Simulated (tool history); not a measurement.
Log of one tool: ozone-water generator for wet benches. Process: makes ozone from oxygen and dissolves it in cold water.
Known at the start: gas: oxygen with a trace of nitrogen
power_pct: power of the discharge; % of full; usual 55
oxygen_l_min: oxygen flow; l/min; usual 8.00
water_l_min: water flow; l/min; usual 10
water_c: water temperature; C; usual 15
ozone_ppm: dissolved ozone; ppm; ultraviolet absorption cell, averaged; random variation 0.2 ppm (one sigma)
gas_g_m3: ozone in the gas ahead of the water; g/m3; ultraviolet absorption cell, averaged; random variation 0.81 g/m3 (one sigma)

run 1 hour=0.0 | power_pct=55 oxygen_l_min=8.00 water_l_min=10 water_c=15 | ozone_ppm=32.4 gas_g_m3=165.4
run 2 hour=74.9 | power_pct=55 oxygen_l_min=4.99 water_l_min=10 water_c=15 | ozone_ppm=32.0 gas_g_m3=193.7
run 3 hour=172.6 | power_pct=55 oxygen_l_min=8.00 water_l_min=10 water_c=9 | ozone_ppm=36.8 gas_g_m3=164.0
run 4 hour=280.3 | power_pct=55 oxygen_l_min=8.00 water_l_min=7 water_c=15 | ozone_ppm=39.0 gas_g_m3=165.1
run 5 hour=397.7 | power_pct=55 oxygen_l_min=8.00 water_l_min=7 water_c=15 | ozone_ppm=38.6 gas_g_m3=164.4
run 6 hour=522.5 | power_pct=63 oxygen_l_min=8.00 water_l_min=10 water_c=15 | ozone_ppm=35.7 gas_g_m3=184.2
run 7 hour=605.0 | power_pct=63 oxygen_l_min=8.00 water_l_min=10 water_c=15 | ozone_ppm=36.3 gas_g_m3=186.4
run 8 hour=712.3 | power_pct=63 oxygen_l_min=8.00 water_l_min=10 water_c=15 | ozone_ppm=36.1 gas_g_m3=182.5
run 9 hour=787.1 | power_pct=55 oxygen_l_min=8.00 water_l_min=10 water_c=15 | ozone_ppm=32.3 gas_g_m3=165.9
run 10 hour=863.2 | power_pct=55 oxygen_l_min=8.00 water_l_min=10 water_c=15 | ozone_ppm=32.2 gas_g_m3=165.0
run 11 hour=933.2 | power_pct=55 oxygen_l_min=8.00 water_l_min=10 water_c=15 | ozone_ppm=32.1 gas_g_m3=163.9
run 12 hour=1002.2 | power_pct=55 oxygen_l_min=8.00 water_l_min=10 water_c=15 | ozone_ppm=32.0 gas_g_m3=164.4
run 13 hour=1139.0 | power_pct=55 oxygen_l_min=8.00 water_l_min=10 water_c=15 | ozone_ppm=31.5 gas_g_m3=164.8
run 14 hour=1270.6 | power_pct=55 oxygen_l_min=8.00 water_l_min=10 water_c=15 | ozone_ppm=32.0 gas_g_m3=164.3
run 15 hour=1358.7 | power_pct=55 oxygen_l_min=8.00 water_l_min=10 water_c=10 | ozone_ppm=35.6 gas_g_m3=163.8
run 16 hour=1428.5 | power_pct=72 oxygen_l_min=8.00 water_l_min=10 water_c=15 | ozone_ppm=39.6 gas_g_m3=205.4
run 17 hour=1515.2 | power_pct=60 oxygen_l_min=8.00 water_l_min=16 water_c=15 | ozone_ppm=24.6 gas_g_m3=175.8
run 18 hour=1605.9 | power_pct=60 oxygen_l_min=8.00 water_l_min=16 water_c=18 | ozone_ppm=23.5 gas_g_m3=176.0
run 19 hour=1703.4 | power_pct=60 oxygen_l_min=8.00 water_l_min=16 water_c=18 | ozone_ppm=23.2 gas_g_m3=175.3
run 20 hour=1778.3 | power_pct=79 oxygen_l_min=4.41 water_l_min=16 water_c=18 | ozone_ppm=27.4 gas_g_m3=271.2
run 21 hour=1841.7 | power_pct=79 oxygen_l_min=4.41 water_l_min=16 water_c=21 | ozone_ppm=25.8 gas_g_m3=271.5
run 22 hour=1955.4 | power_pct=64 oxygen_l_min=8.00 water_l_min=10 water_c=13 | ozone_ppm=37.5 gas_g_m3=186.4
run 23 hour=2057.4 | power_pct=64 oxygen_l_min=8.00 water_l_min=10 water_c=13 | ozone_ppm=37.5 gas_g_m3=184.5
run 24 hour=2181.4 | power_pct=64 oxygen_l_min=8.00 water_l_min=10 water_c=13 | ozone_ppm=37.2 gas_g_m3=184.1
run 25 hour=2276.9 | power_pct=64 oxygen_l_min=8.00 water_l_min=10 water_c=13 | ozone_ppm=37.6 gas_g_m3=184.1
run 26 hour=2403.4 | power_pct=64 oxygen_l_min=8.00 water_l_min=10 water_c=17 | ozone_ppm=33.9 gas_g_m3=185.6
run 27 hour=2479.0 | power_pct=55 oxygen_l_min=12.49 water_l_min=10 water_c=8 | ozone_ppm=36.1 gas_g_m3=139.6
run 28 hour=2567.6 | power_pct=55 oxygen_l_min=12.49 water_l_min=10 water_c=7 | ozone_ppm=37.3 gas_g_m3=140.3
run 29 hour=2696.4 | power_pct=55 oxygen_l_min=14.11 water_l_min=6 water_c=7 | ozone_ppm=46.2 gas_g_m3=132.6
run 30 hour=2803.8 | power_pct=74 oxygen_l_min=4.40 water_l_min=8 water_c=12 | ozone_ppm=49.8 gas_g_m3=255.0
run 31 hour=2923.0 | power_pct=57 oxygen_l_min=12.49 water_l_min=9 water_c=11 | ozone_ppm=37.5 gas_g_m3=142.0
run 32 hour=3025.5 | power_pct=50 oxygen_l_min=7.65 water_l_min=9 water_c=11 | ozone_ppm=34.5 gas_g_m3=151.3

Taken out of this log: 1 entry between the listed runs. Where each belongs, and how the hidden state differs across it:
Between runs 28 and 29: contactor cleaned (hour 2628.0)
  yield of the discharge, % of new electrodes': 97.1 -> 97; contactor's efficiency, % of a clean one's: 91.4 -> 99.6; true water temperature over the reading, C: 0.37 -> 0.38
  measured less the result without the state, ozone_ppm: -2.6 -> -1.7 ppm; gas_g_m3: -3.3 -> -3.2 g/m3

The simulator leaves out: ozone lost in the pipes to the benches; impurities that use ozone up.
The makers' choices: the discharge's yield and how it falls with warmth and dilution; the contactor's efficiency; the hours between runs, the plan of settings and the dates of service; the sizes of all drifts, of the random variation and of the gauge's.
